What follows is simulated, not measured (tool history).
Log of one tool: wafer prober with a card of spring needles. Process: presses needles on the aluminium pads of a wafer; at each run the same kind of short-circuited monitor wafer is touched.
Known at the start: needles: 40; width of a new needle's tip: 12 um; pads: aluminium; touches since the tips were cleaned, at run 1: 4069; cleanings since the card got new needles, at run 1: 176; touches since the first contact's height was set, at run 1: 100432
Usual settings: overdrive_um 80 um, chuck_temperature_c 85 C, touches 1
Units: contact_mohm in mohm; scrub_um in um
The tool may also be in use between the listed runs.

run     day  overdrive_um  chuck_temperature_c  touches  touches since the tips were cleaned  cleanings since the card got new needles  touches since the first contact's height was set  contact_mohm  scrub_um
  1   0.000            80                   85        1                                 4069                                       176                                            100432           285     11.58
      0.121  -- tips cleaned on abrasive film
      0.700  -- tips cleaned on abrasive film
      1.288  -- tips cleaned on abrasive film
  2   1.312            80                   85        1                                  270                                       179                                            114337           224     11.58
      1.788  -- tips cleaned on abrasive film
      2.258  -- tips cleaned on abrasive film
      2.850  -- tips cleaned on abrasive film
      3.321  -- tips cleaned on abrasive film
  3   3.512            80                   85        2                                 2048                                       183                                            137646           246     11.53
      3.867  -- tips cleaned on abrasive film
      4.458  -- tips cleaned on abrasive film
      5.042  -- tips cleaned on abrasive film
      5.517  -- tips cleaned on abrasive film
  4   5.696            80                   85        2                                 1939                                       187                                            160808           238     11.57
      6.054  -- tips cleaned on abrasive film
      6.525  -- tips cleaned on abrasive film
      7.117  -- tips cleaned on abrasive film
  5   7.162            80                   85        2                                  512                                       190                                            176337           220     11.53
      7.633  -- tips cleaned on abrasive film
      8.108  -- tips cleaned on abrasive film
      8.696  -- tips cleaned on abrasive film
  6   8.754            80                   85        2                                  617                                       193                                            193200           221     11.41
      9.225  -- tips cleaned on abrasive film
      9.700  -- tips cleaned on abrasive film
  7  10.017            80                   85        1                                 3401                                       195                                            206614           284     11.37
     10.254  -- tips cleaned on abrasive film
     10.729  -- tips cleaned on abrasive film
     11.204  -- height of the first contact set anew
     11.325  -- tips cleaned on abrasive film
  8  11.404            94                   85        1                                  836                                       198                                              2087           229     13.81
     11.875  -- tips cleaned on abrasive film
     12.467  -- tips cleaned on abrasive film
     12.938  -- tips cleaned on abrasive film
     13.412  -- tips cleaned on abrasive film
     13.883  -- tips cleaned on abrasive film
  9  13.962            94                   85        1                                  846                                       203                                             29213           226     13.79
     14.438  -- tips cleaned on abrasive film
     14.908  -- tips cleaned on abrasive film
     15.383  -- tips cleaned on abrasive film
     15.967  -- tips cleaned on abrasive film
 10  16.208            94                   85        1                                 2579                                       207                                             53030           251     13.82
     16.450  -- tips cleaned on abrasive film
     16.921  -- tips cleaned on abrasive film
     17.392  -- tips cleaned on abrasive film
     17.933  -- tips cleaned on abrasive film
 11  17.933            80                   85        3                                    0                                       211                                             71284           212     11.66
     18.408  -- tips cleaned on abrasive film
     18.992  -- tips cleaned on abrasive film
     19.583  -- tips cleaned on abrasive film
 12  19.646            80                   85        3                                  693                                       214                                             89431           218     11.62
     20.121  -- tips cleaned on abrasive film
     20.704  -- tips cleaned on abrasive film
 13  21.129            80                   85        3                                 4556                                       216                                            105198           242     11.61
     21.250  -- tips cleaned on abrasive film
     21.725  -- tips cleaned on abrasive film
     22.196  -- tips cleaned on abrasive film
     22.788  -- tips cleaned on abrasive film
     23.362  -- tips cleaned on abrasive film
 14  23.362            80                   85        3                                    0                                       221                                            128842           216     11.55
     23.838  -- tips cleaned on abrasive film
     24.429  -- tips cleaned on abrasive film
     25.012  -- tips cleaned on abrasive film
     25.600  -- tips cleaned on abrasive film
 15  25.917            76                   85        2                                 3371                                       225                                            155924           263     10.93
     26.154  -- tips cleaned on abrasive film
     26.742  -- tips cleaned on abrasive film
     27.333  -- tips cleaned on abrasive film
     27.804  -- tips cleaned on abrasive film
     28.279  -- tips cleaned on abrasive film
 16  28.304            76                   85        2                                  279                                       230                                            181222           227     10.82
     28.779  -- tips cleaned on abrasive film
     29.362  -- tips cleaned on abrasive film
     29.838  -- tips cleaned on abrasive film
     30.308  -- tips cleaned on abrasive film
 17  30.671            80                   27        1                                 3863                                       234                                            206315           288     11.48
     30.792  -- tips cleaned on abrasive film
     31.379  -- tips cleaned on abrasive film
     31.862  -- height of the first contact set anew
     31.983  -- tips cleaned on abrasive film
     32.575  -- tips cleaned on abrasive film
     33.046  -- tips cleaned on abrasive film
 18  33.183            80                   27        1                                 1458                                       239                                             13973           245     11.68
     33.538  -- tips cleaned on abrasive film
     34.125  -- tips cleaned on abrasive film
     34.708  -- tips cleaned on abrasive film
     35.196  -- tips cleaned on abrasive film
 19  35.196            80                   27        1                                    0                                       243                                             35317           209     11.69
     35.783  -- tips cleaned on abrasive film
     36.254  -- tips cleaned on abrasive film
     36.729  -- tips cleaned on abrasive film
     37.200  -- tips cleaned on abrasive film
     37.675  -- tips cleaned on abrasive film
 20  37.700            80                   27        1                                  279                                       248                                             61837           217     11.66
     38.171  -- tips cleaned on abrasive film
     38.762  -- tips cleaned on abrasive film
     39.233  -- tips cleaned on abrasive film
     39.708  -- tips cleaned on abrasive film
 21  40.000            80                   28        1                                 3120                                       252                                             86220           276     11.59
     40.238  -- tips cleaned on abrasive film
     40.708  -- tips cleaned on abrasive film
     41.183  -- tips cleaned on abrasive film
 22  41.425            75                   46        1                                 2605                                       255                                            101340           292     10.93
     41.667  -- tips cleaned on abrasive film
     42.254  -- tips cleaned on abrasive film
     42.729  -- tips cleaned on abrasive film
     43.317  -- tips cleaned on abrasive film
     43.908  -- tips cleaned on abrasive film
 23  44.046            80                   34        3                                 1496                                       260                                            129121           218     11.50
     44.404  -- tips cleaned on abrasive film
     44.992  -- tips cleaned on abrasive film
     45.467  -- tips cleaned on abrasive film
     45.938  -- tips cleaned on abrasive film
 24  46.038            80                   34        3                                 1076                                       264                                            150221           215     11.45
     46.512  -- tips cleaned on abrasive film
     46.983  -- tips cleaned on abrasive film
     47.533  -- tips cleaned on abrasive film
 25  47.533            80                   34        3                                    0                                       267                                            166046           201     11.53
     48.004  -- tips cleaned on abrasive film
     48.479  -- tips cleaned on abrasive film
     48.950  -- tips cleaned on abrasive film
     49.450  -- card fitted with new needles
     49.925  -- tips cleaned on abrasive film
     50.396  -- tips cleaned on abrasive film
 26  50.717            77                   51        1                                 3399                                         2                                             13411           249     11.41

4 ways to go on from here, each from the tool as it stands after run 26. What would each give?
     50.954  -- tips cleaned on abrasive film
     51.542  -- tips cleaned on abrasive film
     52.017  -- tips cleaned on abrasive film
     52.604  -- tips cleaned on abrasive film
  A  52.621            66                   32        3                                  176                                         6                                             33610             ?         ?
     50.954  -- tips cleaned on abrasive film
     51.542  -- tips cleaned on abrasive film
     52.017  -- tips cleaned on abrasive film
     52.604  -- tips cleaned on abrasive film
  B  52.621            75                   65        1                                  176                                         6                                             33610             ?         ?
     50.954  -- tips cleaned on abrasive film
     51.542  -- tips cleaned on abrasive film
     52.017  -- tips cleaned on abrasive film
     52.604  -- tips cleaned on abrasive film
  C  52.621            86                   26        1                                  176                                         6                                             33610             ?         ?
     50.954  -- tips cleaned on abrasive film
     51.542  -- tips cleaned on abrasive film
     52.017  -- tips cleaned on abrasive film
     52.604  -- tips cleaned on abrasive film
  D  52.621            80                   54        1                                  176                                         6                                             33610             ?         ?

run  contact_mohm  scrub_um
  A           198      9.66
  B           214     11.02
  C           202     12.61
  D           211     11.79
Without the tool's hidden state the same runs would have given:
run  contact_mohm  scrub_um
  A           193      9.71
  B           203     11.07
  C           192     12.66
  D           200     11.85
